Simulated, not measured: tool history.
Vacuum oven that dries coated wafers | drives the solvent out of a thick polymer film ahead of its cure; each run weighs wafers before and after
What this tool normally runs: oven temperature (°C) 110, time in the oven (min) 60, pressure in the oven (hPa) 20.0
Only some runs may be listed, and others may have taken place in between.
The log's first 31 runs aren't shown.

Run 32, day 63.779: usual settings but time in the oven (min) 30. Result: solvent left in the film (%) 6.52.
Run 33, day 65.875: usual settings but oven temperature (°C) 116. Result: solvent left in the film (%) 2.53.
Run 34, day 68.362: usual settings but oven temperature (°C) 111. Result: solvent left in the film (%) 3.42.
Run 35, day 70.942: usual settings but oven temperature (°C) 111. Result: solvent left in the film (%) 3.37.
Run 36, day 72.512: usual settings but oven temperature (°C) 111, time in the oven (min) 62, pressure in the oven (hPa) 63.6. Result: solvent left in the film (%) 7.10.
Run 37, day 74.667: usual settings but oven temperature (°C) 104, time in the oven (min) 73, pressure in the oven (hPa) 45.9. Result: solvent left in the film (%) 7.12.
Run 38, day 77.608: usual settings but time in the oven (min) 59, pressure in the oven (hPa) 14.1. Result: solvent left in the film (%) 3.32.
Run 39, day 79.067: usual settings but oven temperature (°C) 112, time in the oven (min) 41, pressure in the oven (hPa) 14.1. Result: solvent left in the film (%) 4.10.
Run 40, day 82.125: usual settings but oven temperature (°C) 96, pressure in the oven (hPa) 53.6. Result: solvent left in the film (%) 11.46.
Run 41, day 84.979: usual settings but oven temperature (°C) 96, pressure in the oven (hPa) 53.6. Result: solvent left in the film (%) 11.54.
Run 42, day 87.658: usual settings but oven temperature (°C) 106, time in the oven (min) 79, pressure in the oven (hPa) 65.1. Result: solvent left in the film (%) 8.40.
Run 43, day 89.871: usual settings but oven temperature (°C) 102, time in the oven (min) 40, pressure in the oven (hPa) 56.9. Result: solvent left in the film (%) 10.87.
Run 44, day 91.162: usual settings but oven temperature (°C) 122, time in the oven (min) 33. Result: solvent left in the film (%) 3.04.
Run 45, day 94.096: usual settings but oven temperature (°C) 95, time in the oven (min) 39, pressure in the oven (hPa) 23.7. Result: solvent left in the film (%) 10.43.
Run 46, day 95.804: usual settings but oven temperature (°C) 95, time in the oven (min) 39, pressure in the oven (hPa) 23.7. Result: solvent left in the film (%) 10.47.

Predict each of these 5 candidate next runs independently; none follows another, all start after run 46:
Run A, day 97.892: usual settings but oven temperature (°C) 95, time in the oven (min) 35, pressure in the oven (hPa) 23.7. Result: solvent left in the film (%) ?.
Run B, day 97.892: usual settings but time in the oven (min) 102, pressure in the oven (hPa) 15.7. Result: solvent left in the film (%) ?.
Run C, day 97.892: usual settings but time in the oven (min) 92. Result: solvent left in the film (%) ?.
Run D, day 97.892: usual settings but oven temperature (°C) 119, time in the oven (min) 98, pressure in the oven (hPa) 46.1. Result: solvent left in the film (%) ?.
Run E, day 97.892: usual settings but oven temperature (°C) 104, time in the oven (min) 102, pressure in the oven (hPa) 31.3. Result: solvent left in the film (%) ?.

run  solvent left in the film (%)
  A                         10.76
  B                          2.38
  C                          2.89
  D                          3.46
  E                          4.97
With the hidden condition removed and each run's random variation left untouched, the same runs would have given:
run  solvent left in the film (%)
  A                         10.50
  B                          1.91
  C                          2.46
  D                          3.15
  E                          4.51
